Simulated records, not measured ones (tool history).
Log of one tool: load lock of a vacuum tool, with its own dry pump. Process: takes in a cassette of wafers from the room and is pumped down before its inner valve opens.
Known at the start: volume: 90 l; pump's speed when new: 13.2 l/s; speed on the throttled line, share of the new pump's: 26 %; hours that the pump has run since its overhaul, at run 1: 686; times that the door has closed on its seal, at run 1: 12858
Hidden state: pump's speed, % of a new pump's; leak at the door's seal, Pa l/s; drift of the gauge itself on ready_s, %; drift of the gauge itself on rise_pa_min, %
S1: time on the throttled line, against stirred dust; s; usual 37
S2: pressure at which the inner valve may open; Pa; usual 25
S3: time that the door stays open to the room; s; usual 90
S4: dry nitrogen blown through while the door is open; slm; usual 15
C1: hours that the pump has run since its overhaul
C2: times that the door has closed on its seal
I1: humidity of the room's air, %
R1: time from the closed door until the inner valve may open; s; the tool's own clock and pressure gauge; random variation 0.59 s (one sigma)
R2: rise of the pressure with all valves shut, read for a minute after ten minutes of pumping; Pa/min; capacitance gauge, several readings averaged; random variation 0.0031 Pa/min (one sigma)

Run 1, hour 0.0: usual settings; C1 686; C2 12858; I1 44.9. Result: R1 84.8 s, R2 0.064 Pa/min.
Run 2, hour 413.9: usual settings; C1 1099; C2 14022; I1 43.1. Result: R1 85.6 s, R2 0.060 Pa/min.
Run 3, hour 729.3: usual settings; C1 1415; C2 14908; I1 48.2. Result: R1 87.5 s, R2 0.075 Pa/min.
Run 4, hour 1163.2: usual settings but S3 83 s; C1 1849; C2 16128; I1 45.8. Result: R1 87.2 s, R2 0.066 Pa/min.
Run 5, hour 1343.5: usual settings but S3 83 s; C1 2029; C2 16635; I1 46.0. Result: R1 87.7 s, R2 0.063 Pa/min.
Run 6, hour 1594.9: usual settings but S4 8 slm; C1 2280; C2 17341; I1 45.4. Result: R1 88.6 s, R2 0.079 Pa/min.
Run 7, hour 1929.7: usual settings; C1 2615; C2 18282; I1 47.5. Result: R1 88.9 s, R2 0.075 Pa/min.
Run 8, hour 2289.5: usual settings; C1 2975; C2 19294; I1 44.2. Result: R1 89.0 s, R2 0.078 Pa/min.
Run 9, hour 2696.1: usual settings; C1 3382; C2 20437; I1 44.9. Result: R1 89.3 s, R2 0.076 Pa/min.
Run 10, hour 2975.9: usual settings; C1 3661; C2 21223; I1 46.9. Result: R1 90.6 s, R2 0.078 Pa/min.
Run 11, hour 3367.5: usual settings; C1 4053; C2 22324; I1 45.0. Result: R1 90.2 s, R2 0.073 Pa/min.
Run 12, hour 3784.5: usual settings; C1 4470; C2 23496; I1 44.9. Result: R1 91.8 s, R2 0.078 Pa/min.
Run 13, hour 3975.5: usual settings but S2 44 Pa; C1 4661; C2 24033; I1 43.1. Result: R1 86.8 s, R2 0.079 Pa/min.
Run 14, hour 4332.7: usual settings but S4 8 slm; C1 5018; C2 25037; I1 43.9. Result: R1 91.9 s, R2 0.087 Pa/min.
Run 15, hour 4645.2: usual settings but S4 33 slm; C1 5331; C2 25915; I1 45.9. Result: R1 93.3 s, R2 0.066 Pa/min.
Run 16, hour 4896.5: usual settings but S4 33 slm; C1 5582; C2 26622; I1 45.3. Result: R1 92.8 s, R2 0.066 Pa/min.
Run 17, hour 5285.4: usual settings but S4 21 slm; C1 5971; C2 27715; I1 42.1. Result: R1 94.0 s, R2 0.076 Pa/min.
Run 18, hour 5711.7: usual settings but S4 21 slm; C1 6397; C2 28913; I1 46.4. Result: R1 94.8 s, R2 0.083 Pa/min.
Run 19, hour 6008.5: usual settings but S4 21 slm; C1 6694; C2 29747; I1 43.6. Result: R1 95.8 s, R2 0.075 Pa/min.
Run 20, hour 6337.1: usual settings but S1 45 s, S4 14 slm; C1 7023; C2 30671; I1 45.7. Result: R1 101.8 s, R2 0.092 Pa/min.
Run 21, hour 6680.6: usual settings but S1 35 s, S3 42 s, S4 14 slm; C1 7366; C2 31636; I1 46.5. Result: R1 96.8 s, R2 0.063 Pa/min.
Run 22, hour 7053.2: usual settings but S1 35 s, S3 42 s, S4 14 slm; C1 7739; C2 32684; I1 42.0. Result: R1 96.8 s, R2 0.066 Pa/min.
Run 23, hour 7307.9: usual settings but S1 35 s, S3 42 s, S4 14 slm; C1 7993; C2 33399; I1 43.2. Result: R1 98.7 s, R2 0.068 Pa/min.
Run 24, hour 7593.0: usual settings but S1 61 s, S2 28 Pa, S3 163 s, S4 9 slm; C1 8278; C2 34201; I1 46.2. Result: R1 113.5 s, R2 0.141 Pa/min.
Run 25, hour 7874.5: usual settings but S1 61 s, S2 28 Pa, S3 163 s, S4 9 slm; C1 8560; C2 34992; I1 44.2. Result: R1 113.3 s, R2 0.134 Pa/min.
Run 26, hour 8263.1: usual settings but S1 65 s, S3 64 s, S4 8 slm; C1 8949; C2 36084; I1 45.0. Result: R1 119.3 s, R2 0.095 Pa/min.
Run 27, hour 8689.1: usual settings but S1 65 s, S2 20 Pa, S3 158 s, S4 20 slm; C1 9375; C2 37282; I1 47.0. Result: R1 121.4 s, R2 0.119 Pa/min.
Run 28, hour 9059.5: usual settings but S2 30 Pa, S4 4 slm; C1 9745; C2 38323; I1 46.9. Result: R1 100.6 s, R2 0.122 Pa/min.
At hour 9225.2: dry pump taken out, an overhauled one fitted.
Run 29, hour 9318.6: usual settings but S1 23 s, S2 32 Pa, S4 4 slm; C1 93; C2 39034; I1 44.1. Result: R1 72.1 s, R2 0.118 Pa/min.
Run 30, hour 9516.0: usual settings but S3 125 s; C1 291; C2 39589; I1 41.5. Result: R1 84.8 s, R2 0.111 Pa/min.
Run 31, hour 9719.8: usual settings but S3 62 s; C1 495; C2 40162; I1 42.4. Result: R1 84.6 s, R2 0.092 Pa/min.
Run 32, hour 10126.0: usual settings but S1 66 s, S2 41 Pa, S4 33 slm; C1 901; C2 41304; I1 46.8. Result: R1 103.5 s, R2 0.094 Pa/min.
Run 33, hour 10553.1: usual settings but S1 66 s, S2 41 Pa, S4 33 slm; C1 1328; C2 42504; I1 45.6. Result: R1 104.0 s, R2 0.094 Pa/min.
Run 34, hour 10789.2: usual settings but S2 22 Pa, S3 146 s; C1 1564; C2 43168; I1 46.3. Result: R1 86.9 s, R2 0.139 Pa/min.
Run 35, hour 11075.8: usual settings but S2 22 Pa, S3 146 s; C1 1851; C2 43973; I1 41.3. Result: R1 87.6 s, R2 0.135 Pa/min.
Run 36, hour 11454.3: usual settings but S2 22 Pa, S3 146 s; C1 2229; C2 45037; I1 46.2. Result: R1 88.1 s, R2 0.143 Pa/min.
Run 37, hour 11766.0: usual settings but S2 44 Pa, S4 14 slm; C1 2541; C2 45914; I1 48.3. Result: R1 84.5 s, R2 0.123 Pa/min.

4 ways to go on from here, each from the tool as it stands after run 37. What would each give?
Run A, hour 12136.6: usual settings but S2 19 Pa, S4 14 slm; C1 2911; C2 46955; I1 47.0. Result: R1 ?, R2 ?.
Run B, hour 12136.6: usual settings but S2 44 Pa, S3 52 s, S4 14 slm; C1 2911; C2 46955; I1 42.4. Result: R1 ?, R2 ?.
Run C, hour 12136.6: usual settings but S1 22 s, S2 44 Pa, S3 47 s, S4 7 slm; C1 2911; C2 46955; I1 45.8. Result: R1 ?, R2 ?.
Run D, hour 12136.6: usual settings but S1 49 s, S2 44 Pa, S4 14 slm; C1 2911; C2 46955; I1 46.2. Result: R1 ?, R2 ?.

run    R1     R2
  A  90.3  0.131
  B  83.8  0.101
  C  73.0  0.104
  D  93.6  0.123
Without the tool's hidden state the same runs would have given:
run    R1     R2
  A  85.7  0.066
  B  79.8  0.037
  C  68.7  0.039
  D  89.9  0.059
